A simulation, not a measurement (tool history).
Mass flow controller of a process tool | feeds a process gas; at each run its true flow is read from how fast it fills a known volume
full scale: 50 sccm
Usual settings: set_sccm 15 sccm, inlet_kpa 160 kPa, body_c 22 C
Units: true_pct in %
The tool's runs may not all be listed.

{"run": 1, "hour": 0.0, "set_sccm": 15, "inlet_kpa": 160, "body_c": 22, "true_pct": 99.0}
{"run": 2, "hour": 149.1, "set_sccm": 15, "inlet_kpa": 160, "body_c": 22, "true_pct": 98.92}
{"run": 3, "hour": 326.0, "set_sccm": 15, "inlet_kpa": 160, "body_c": 22, "true_pct": 99.05}
{"run": 4, "hour": 480.1, "set_sccm": 15, "inlet_kpa": 160, "body_c": 22, "true_pct": 98.98}
{"run": 5, "hour": 731.5, "set_sccm": 15, "inlet_kpa": 160, "body_c": 22, "true_pct": 99.15}
{"run": 6, "hour": 976.3, "set_sccm": 15, "inlet_kpa": 160, "body_c": 22, "true_pct": 98.95}
{"run": 7, "hour": 1182.9, "set_sccm": 15, "inlet_kpa": 275, "body_c": 20, "true_pct": 99.23}
{"run": 8, "hour": 1391.4, "set_sccm": 33, "inlet_kpa": 224, "body_c": 22, "true_pct": 99.64}
{"run": 9, "hour": 1502.0, "set_sccm": 25, "inlet_kpa": 244, "body_c": 24, "true_pct": 99.43}
{"run": 10, "hour": 1656.1, "set_sccm": 25, "inlet_kpa": 244, "body_c": 24, "true_pct": 99.33}
{"run": 11, "hour": 1902.8, "set_sccm": 25, "inlet_kpa": 244, "body_c": 24, "true_pct": 99.33}

Forecast each of these 3 alternatives for the next run:
{"run": "A", "hour": 2107.8, "set_sccm": 15, "inlet_kpa": 210, "body_c": 22, "true_pct": "?"}
{"run": "B", "hour": 2107.8, "set_sccm": 15, "inlet_kpa": 227, "body_c": 22, "true_pct": "?"}
{"run": "C", "hour": 2107.8, "set_sccm": 19, "inlet_kpa": 244, "body_c": 24, "true_pct": "?"}

run=A true_pct=99.13
run=B true_pct=99.10
run=C true_pct=99.18
Without the tool's hidden state the same runs would have given:
run=A true_pct=99.11
run=B true_pct=99.09
run=C true_pct=99.16

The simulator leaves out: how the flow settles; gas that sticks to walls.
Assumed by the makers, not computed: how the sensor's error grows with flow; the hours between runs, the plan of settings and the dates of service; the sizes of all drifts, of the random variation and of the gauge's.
